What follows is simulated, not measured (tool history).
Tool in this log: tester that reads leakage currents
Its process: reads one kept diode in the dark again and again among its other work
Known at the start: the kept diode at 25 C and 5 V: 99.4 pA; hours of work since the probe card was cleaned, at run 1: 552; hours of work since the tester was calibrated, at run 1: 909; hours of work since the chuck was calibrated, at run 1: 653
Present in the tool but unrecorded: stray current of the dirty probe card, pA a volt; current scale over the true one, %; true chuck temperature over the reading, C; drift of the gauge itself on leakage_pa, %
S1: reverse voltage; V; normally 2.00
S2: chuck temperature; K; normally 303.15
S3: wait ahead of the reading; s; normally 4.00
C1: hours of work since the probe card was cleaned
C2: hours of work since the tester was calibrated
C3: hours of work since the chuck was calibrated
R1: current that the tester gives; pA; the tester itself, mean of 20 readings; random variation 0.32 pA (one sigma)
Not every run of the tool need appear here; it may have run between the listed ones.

run 1 hour=0.0 | S1=2.00 S2=303.15 S3=4.00 | C1=552 C2=909 C3=653 | R1=101.11
run 2 hour=18.2 | S1=2.00 S2=303.15 S3=4.59 | C1=563 C2=920 C3=664 | R1=101.40
run 3 hour=46.0 | S1=2.00 S2=303.15 S3=4.00 | C1=579 C2=936 C3=680 | R1=101.49
run 4 hour=73.3 | S1=2.00 S2=303.15 S3=1.53 | C1=595 C2=952 C3=696 | R1=101.81
run 5 hour=87.6 | S1=2.00 S2=303.15 S3=1.53 | C1=603 C2=960 C3=704 | R1=102.14
run 6 hour=109.6 | S1=2.00 S2=303.15 S3=1.53 | C1=616 C2=973 C3=717 | R1=102.46
run 7 hour=135.9 | S1=2.00 S2=303.15 S3=1.53 | C1=631 C2=989 C3=732 | R1=101.71
-- hour=140.9 probe card cleaned and baked
run 8 hour=162.2 | S1=2.00 S2=303.15 S3=2.65 | C1=12 C2=1002 C3=746 | R1=101.68
run 9 hour=188.3 | S1=2.00 S2=303.15 S3=2.65 | C1=28 C2=1017 C3=761 | R1=101.31
run 10 hour=203.9 | S1=1.27 S2=324.15 S3=4.00 | C1=37 C2=1027 C3=770 | R1=502.39
run 11 hour=227.1 | S1=1.27 S2=324.15 S3=4.00 | C1=50 C2=1040 C3=784 | R1=503.95
run 12 hour=247.2 | S1=1.27 S2=324.15 S3=4.00 | C1=62 C2=1052 C3=796 | R1=503.72
-- hour=260.2 probe card cleaned and baked, once more
run 13 hour=282.2 | S1=17.98 S2=325.15 S3=3.92 | C1=13 C2=1070 C3=814 | R1=1823.30
run 14 hour=297.8 | S1=17.98 S2=325.15 S3=3.92 | C1=22 C2=1080 C3=823 | R1=1834.75
run 15 hour=312.1 | S1=17.98 S2=325.15 S3=3.92 | C1=30 C2=1088 C3=832 | R1=1820.06
run 16 hour=333.1 | S1=1.94 S2=312.15 S3=3.92 | C1=43 C2=1100 C3=844 | R1=220.91

Consider 4 possible next runs. They are alternatives, not a sequence: every one starts from the tool as it was left by run 16. What does each give?
run A hour=360.6 | S1=2.00 S2=303.15 S3=0.43 | C1=59 C2=1116 C3=860 | R1=?
run B hour=360.6 | S1=4.03 S2=308.15 S3=1.54 | C1=59 C2=1116 C3=860 | R1=?
run C hour=360.6 | S1=1.13 S2=303.15 S3=4.00 | C1=59 C2=1116 C3=860 | R1=?
run D hour=360.6 | S1=1.94 S2=305.15 S3=3.92 | C1=59 C2=1116 C3=860 | R1=?

run=A R1=101.73
run=B R1=217.51
run=C R1=77.18
run=D R1=119.09
Had the tool no hidden state, the same runs would have come out as:
run=A R1=106.29
run=B R1=227.01
run=C R1=80.69
run=D R1=124.43
